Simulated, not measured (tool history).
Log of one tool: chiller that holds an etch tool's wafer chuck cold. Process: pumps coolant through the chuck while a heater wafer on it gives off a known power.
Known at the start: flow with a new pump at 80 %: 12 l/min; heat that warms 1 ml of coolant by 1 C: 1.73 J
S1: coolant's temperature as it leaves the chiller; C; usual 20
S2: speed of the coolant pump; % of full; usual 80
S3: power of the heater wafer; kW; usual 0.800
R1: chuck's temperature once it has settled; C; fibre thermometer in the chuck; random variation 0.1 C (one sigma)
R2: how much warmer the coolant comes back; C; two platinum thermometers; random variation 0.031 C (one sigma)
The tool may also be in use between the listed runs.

run,hour,S1,S2,S3,R1,R2
1,0.0,20,80,0.800,28.7,2.34
2,25.2,20,80,0.800,28.7,2.34
3,48.6,20,80,0.800,28.6,2.33
4,72.7,20,80,0.800,28.8,2.39
5,95.1,20,80,0.841,29.1,2.44
6,121.2,20,80,0.800,28.6,2.32
7,147.6,20,80,0.800,28.7,2.30
8,169.8,20,80,0.800,28.7,2.36
9,183.4,22,70,0.592,28.9,2.00
10,209.7,10,75,0.796,19.0,2.50
11,232.3,10,79,0.668,17.1,1.98
12,254.8,10,79,0.780,18.4,2.29
13,275.6,20,80,0.988,30.7,2.87
14,289.5,11,61,1.151,25.8,4.57
15,310.6,11,61,1.151,25.7,4.57

3 ways to go on from here, each from the tool as it stands after run 15. What would each give?
A,323.1,20,92,0.972,?,?
B,323.1,12,64,0.575,?,?
C,323.1,15,61,0.481,?,?

run,R1,R2
A,29.8,2.53
B,19.0,2.15
C,21.1,1.92
Without the tool's hidden state the same runs would have given:
run,R1,R2
A,29.7,2.48
B,19.0,2.11
C,21.1,1.89

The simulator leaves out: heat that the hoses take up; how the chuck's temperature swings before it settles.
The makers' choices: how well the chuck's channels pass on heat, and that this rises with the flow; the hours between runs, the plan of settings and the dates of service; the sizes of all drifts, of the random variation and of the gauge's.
